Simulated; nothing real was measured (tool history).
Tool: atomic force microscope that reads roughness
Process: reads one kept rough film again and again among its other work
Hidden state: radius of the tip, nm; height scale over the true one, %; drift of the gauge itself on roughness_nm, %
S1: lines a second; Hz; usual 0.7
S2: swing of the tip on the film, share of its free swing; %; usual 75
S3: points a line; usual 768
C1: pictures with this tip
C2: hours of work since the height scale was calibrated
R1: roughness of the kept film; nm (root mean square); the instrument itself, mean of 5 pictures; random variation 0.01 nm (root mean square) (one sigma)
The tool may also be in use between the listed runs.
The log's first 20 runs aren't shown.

run,hour,S1,S2,S3,C1,C2,R1
# hour 777: new tip fitted
21,816.3,0.94,56,320,78,967,2.061
# hour 825.4: new tip fitted
22,865.8,0.953,65,757,81,996,2.075
# hour 875.2: new tip fitted
23,893.2,0.953,65,757,36,1012,2.256
24,918.6,3.434,75,784,87,1027,1.756
# hour 923.2: new tip fitted
25,942.4,1.445,75,432,38,1041,2.087
# hour 975: new tip fitted
26,975,1.445,75,432,0,1060,2.236
27,1003,1.445,75,432,56,1077,2.041
# hour 1024.7: new tip fitted
28,1054.2,0.7,59,768,59,1107,2.197
# hour 1075.4: new tip fitted
29,1103.6,0.7,59,768,56,1136,2.201
# hour 1127.2: new tip fitted
30,1151.8,0.7,59,768,49,1164,2.276

Forecast each of these 4 alternatives for the next run:
# hour 1178.3: new tip fitted
A,1181.5,0.89,69,258,6,1182,?
# hour 1178.3: new tip fitted
B,1181.5,1.357,59,768,6,1182,?
# hour 1178.3: new tip fitted
C,1181.5,1.016,88,768,6,1182,?
# hour 1178.3: new tip fitted
D,1181.5,0.7,62,768,6,1182,?

run,R1
A,2.302
B,2.381
C,2.201
D,2.407
Without the tool's hidden state the same runs would have given:
run,R1
A,2.29
B,2.368
C,2.189
D,2.394

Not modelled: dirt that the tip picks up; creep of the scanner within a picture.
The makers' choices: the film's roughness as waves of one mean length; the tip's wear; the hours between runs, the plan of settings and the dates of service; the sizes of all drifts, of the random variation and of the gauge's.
